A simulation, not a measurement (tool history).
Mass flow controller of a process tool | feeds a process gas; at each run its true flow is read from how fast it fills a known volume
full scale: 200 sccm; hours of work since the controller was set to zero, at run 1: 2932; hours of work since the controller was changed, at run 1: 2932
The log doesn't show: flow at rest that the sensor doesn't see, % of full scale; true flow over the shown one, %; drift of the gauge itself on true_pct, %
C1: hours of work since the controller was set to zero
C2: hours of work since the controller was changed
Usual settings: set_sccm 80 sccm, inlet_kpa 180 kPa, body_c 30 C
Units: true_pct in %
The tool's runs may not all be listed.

run 1 hour=0 | set_sccm=80 inlet_kpa=180 body_c=30 | C1=2932 C2=2932 | true_pct=99.01
run 2 hour=71 | set_sccm=80 inlet_kpa=227 body_c=30 | C1=2986 C2=2986 | true_pct=98.68
run 3 hour=135.9 | set_sccm=80 inlet_kpa=180 body_c=30 | C1=3035 C2=3035 | true_pct=98.93
run 4 hour=214 | set_sccm=80 inlet_kpa=180 body_c=30 | C1=3095 C2=3095 | true_pct=99.01
run 5 hour=294.1 | set_sccm=80 inlet_kpa=180 body_c=34 | C1=3156 C2=3156 | true_pct=98.66
run 6 hour=370.7 | set_sccm=80 inlet_kpa=180 body_c=30 | C1=3214 C2=3214 | true_pct=98.81
run 7 hour=437.8 | set_sccm=80 inlet_kpa=156 body_c=30 | C1=3265 C2=3265 | true_pct=98.91
run 8 hour=483.7 | set_sccm=80 inlet_kpa=180 body_c=30 | C1=3300 C2=3300 | true_pct=98.68
run 9 hour=546 | set_sccm=80 inlet_kpa=180 body_c=30 | C1=3348 C2=3348 | true_pct=98.69
run 10 hour=609.6 | set_sccm=49 inlet_kpa=159 body_c=40 | C1=3396 C2=3396 | true_pct=98.35
run 11 hour=671.5 | set_sccm=49 inlet_kpa=159 body_c=40 | C1=3443 C2=3443 | true_pct=98.11
run 12 hour=748.9 | set_sccm=80 inlet_kpa=180 body_c=40 | C1=3502 C2=3502 | true_pct=98.43
run 13 hour=831.1 | set_sccm=80 inlet_kpa=180 body_c=40 | C1=3565 C2=3565 | true_pct=98.35
run 14 hour=891.8 | set_sccm=43 inlet_kpa=211 body_c=39 | C1=3611 C2=3611 | true_pct=97.79
run 15 hour=970.4 | set_sccm=43 inlet_kpa=211 body_c=39 | C1=3671 C2=3671 | true_pct=97.76
run 16 hour=1061.7 | set_sccm=43 inlet_kpa=211 body_c=25 | C1=3741 C2=3741 | true_pct=97.88
run 17 hour=1108.1 | set_sccm=170 inlet_kpa=207 body_c=30 | C1=3776 C2=3776 | true_pct=98.82
run 18 hour=1156.2 | set_sccm=87 inlet_kpa=180 body_c=38 | C1=3813 C2=3813 | true_pct=98.07

Forecast each of these 5 alternatives for the next run:
run A hour=1224.4 | set_sccm=80 inlet_kpa=151 body_c=21 | C1=3865 C2=3865 | true_pct=?
run B hour=1224.4 | set_sccm=39 inlet_kpa=263 body_c=28 | C1=3865 C2=3865 | true_pct=?
run C hour=1224.4 | set_sccm=21 inlet_kpa=208 body_c=35 | C1=3865 C2=3865 | true_pct=?
run D hour=1224.4 | set_sccm=177 inlet_kpa=203 body_c=30 | C1=3865 C2=3865 | true_pct=?
run E hour=1224.4 | set_sccm=108 inlet_kpa=156 body_c=20 | C1=3865 C2=3865 | true_pct=?

run=A true_pct=98.8
run=B true_pct=97.33
run=C true_pct=97.43
run=D true_pct=98.92
run=E true_pct=98.93
Without the tool's hidden state the same runs would have given:
run=A true_pct=99.62
run=B true_pct=98.14
run=C true_pct=98.26
run=D true_pct=99.74
run=E true_pct=99.76
